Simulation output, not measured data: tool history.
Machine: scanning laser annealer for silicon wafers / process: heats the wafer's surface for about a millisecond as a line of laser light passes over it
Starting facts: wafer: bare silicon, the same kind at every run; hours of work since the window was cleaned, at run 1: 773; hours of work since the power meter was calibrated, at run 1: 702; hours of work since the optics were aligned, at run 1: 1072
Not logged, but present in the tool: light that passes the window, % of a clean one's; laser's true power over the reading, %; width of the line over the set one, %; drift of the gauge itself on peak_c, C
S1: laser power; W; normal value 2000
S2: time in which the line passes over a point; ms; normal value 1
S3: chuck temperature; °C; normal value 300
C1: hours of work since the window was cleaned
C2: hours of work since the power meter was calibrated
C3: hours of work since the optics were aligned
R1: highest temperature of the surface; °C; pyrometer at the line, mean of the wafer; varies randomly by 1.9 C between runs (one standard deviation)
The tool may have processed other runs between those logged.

Run 1, day 0: usual settings; C1 773; C2 702; C3 1072. Result: R1 1045 °C.
Run 2, day 3.021: usual settings; C1 818; C2 747; C3 1117. Result: R1 1046 °C.
At day 4.846: window over the wafer cleaned.
Run 3, day 5.496: usual settings; C1 10; C2 782; C3 1152. Result: R1 1078 °C.
Run 4, day 7.221: usual settings; C1 35; C2 807; C3 1177. Result: R1 1078 °C.
At day 8.333: optics aligned, line set to its width.
Run 5, day 10.238: usual settings; C1 76; C2 848; C3 28. Result: R1 1083 °C.
Run 6, day 12.35: usual settings; C1 107; C2 879; C3 59. Result: R1 1080 °C.
Run 7, day 14.612: usual settings but S1 2048 W; C1 141; C2 913; C3 92. Result: R1 1095 °C.
Run 8, day 17.288: usual settings but S1 2048 W; C1 180; C2 952; C3 132. Result: R1 1094 °C.
Run 9, day 20.233: usual settings; C1 223; C2 995; C3 175. Result: R1 1075 °C.
Run 10, day 22.538: usual settings; C1 257; C2 1029; C3 209. Result: R1 1077 °C.
Run 11, day 24.462: usual settings; C1 286; C2 1058; C3 237. Result: R1 1070 °C.
Run 12, day 26.792: usual settings; C1 320; C2 1092; C3 272. Result: R1 1072 °C.
Run 13, day 28.346: usual settings; C1 343; C2 1115; C3 294. Result: R1 1069 °C.
Run 14, day 30.438: usual settings; C1 373; C2 1146; C3 325. Result: R1 1069 °C.
Run 15, day 32.542: usual settings; C1 404; C2 1177; C3 356. Result: R1 1067 °C.
Run 16, day 34.467: usual settings; C1 433; C2 1205; C3 385. Result: R1 1064 °C.
Run 17, day 36.596: usual settings; C1 464; C2 1236; C3 416. Result: R1 1058 °C.
Run 18, day 39.646: usual settings; C1 509; C2 1281; C3 461. Result: R1 1063 °C.
Run 19, day 41.458: usual settings; C1 536; C2 1308; C3 487. Result: R1 1060 °C.
Run 20, day 43.212: usual settings but S3 336 °C; C1 561; C2 1334; C3 513. Result: R1 1094 °C.
Run 21, day 46.208: usual settings; C1 606; C2 1378; C3 557. Result: R1 1058 °C.
Run 22, day 48.517: usual settings; C1 640; C2 1412; C3 591. Result: R1 1052 °C.
Run 23, day 50.467: usual settings; C1 668; C2 1440; C3 620. Result: R1 1053 °C.
Run 24, day 52.021: usual settings but S1 2116 W, S2 0.76 ms; C1 691; C2 1463; C3 643. Result: R1 979 °C.
Run 25, day 54.233: usual settings but S1 1725 W, S2 0.78 ms, S3 310 °C; C1 724; C2 1496; C3 675. Result: R1 880 °C.
Run 26, day 56.796: usual settings but S1 1725 W, S2 0.78 ms, S3 310 °C; C1 761; C2 1533; C3 713. Result: R1 878 °C.
Run 27, day 58.567: usual settings but S1 1944 W, S2 0.78 ms, S3 288 °C; C1 787; C2 1559; C3 739. Result: R1 920 °C.
Run 28, day 60.392: usual settings but S1 1849 W, S2 1.02 ms, S3 262 °C; C1 814; C2 1586; C3 766. Result: R1 962 °C.
Run 29, day 61.679: usual settings but S1 1849 W, S2 0.75 ms, S3 299 °C; C1 833; C2 1605; C3 785. Result: R1 889 °C.
At day 62.288: window over the wafer cleaned.
Run 30, day 63.654: usual settings but S1 1849 W, S2 0.75 ms, S3 299 °C; C1 20; C2 1633; C3 813. Result: R1 917 °C.
Run 31, day 66.175: usual settings but S1 1849 W, S2 0.75 ms, S3 299 °C; C1 57; C2 1670; C3 850. Result: R1 916 °C.
Run 32, day 68.767: usual settings but S1 1829 W, S2 0.82 ms, S3 328 °C; C1 95; C2 1708; C3 888. Result: R1 969 °C.
Run 33, day 70.725: usual settings but S1 1829 W, S2 0.95 ms, S3 328 °C; C1 124; C2 1737; C3 917. Result: R1 1020 °C.
Run 34, day 73.05: usual settings but S3 322 °C; C1 158; C2 1771; C3 951. Result: R1 1092 °C.
Run 35, day 75.746: usual settings but S1 1945 W, S3 304 °C; C1 198; C2 1811; C3 991. Result: R1 1056 °C.
Run 36, day 78.612: usual settings but S1 1945 W, S3 284 °C; C1 240; C2 1853; C3 1033. Result: R1 1032 °C.
Run 37, day 81.021: usual settings but S1 1793 W, S2 1.17 ms, S3 264 °C; C1 276; C2 1889; C3 1068. Result: R1 1017 °C.
Run 38, day 82.979: usual settings but S1 2096 W, S2 1.01 ms, S3 321 °C; C1 304; C2 1917; C3 1097. Result: R1 1121 °C.
Run 39, day 84.421: usual settings but S2 1.16 ms; C1 326; C2 1939; C3 1118. Result: R1 1124 °C.
Run 40, day 86.192: usual settings but S2 0.85 ms, S3 299 °C; C1 352; C2 1965; C3 1144. Result: R1 995 °C.
At day 89.45: optics aligned, line set to its width.
Run 41, day 89.45: usual settings but S2 0.85 ms, S3 299 °C; C1 397; C2 2010; C3 0. Result: R1 998 °C.
Run 42, day 91.879: usual settings but S2 1.17 ms, S3 285 °C; C1 432; C2 2045; C3 36. Result: R1 1117 °C.

Selected run-to-run steps in R1, each split into two signed amounts: the part the tool would show with no hidden state at all (from settings, incoming material and random variation), and the remainder, which goes to the hidden state together with any gauge scatter not common to the measured and the hidden-state-free results:
Run 2 -> 3: window over the wafer cleaned. R1 +32 °C: hidden state +33, all else -1.
Run 28 -> 29: S2 1.02 -> 0.75, S3 262 -> 299. R1 -73 °C: hidden state +7, all else -80.
Run 29 -> 30: window over the wafer cleaned. R1 +28 °C: hidden state +27, all else +1.
Run 37 -> 38: S1 1793 -> 2096, S2 1.17 -> 1.01, S3 264 -> 321. R1 +104 °C: hidden state -4, all else +108.
Run 39 -> 40: S2 1.16 -> 0.85, S3 300 -> 299. R1 -129 °C: hidden state +5, all else -134.
Run 41 -> 42: S2 0.85 -> 1.17, S3 299 -> 285. R1 +119 °C: hidden state -6, all else +125.

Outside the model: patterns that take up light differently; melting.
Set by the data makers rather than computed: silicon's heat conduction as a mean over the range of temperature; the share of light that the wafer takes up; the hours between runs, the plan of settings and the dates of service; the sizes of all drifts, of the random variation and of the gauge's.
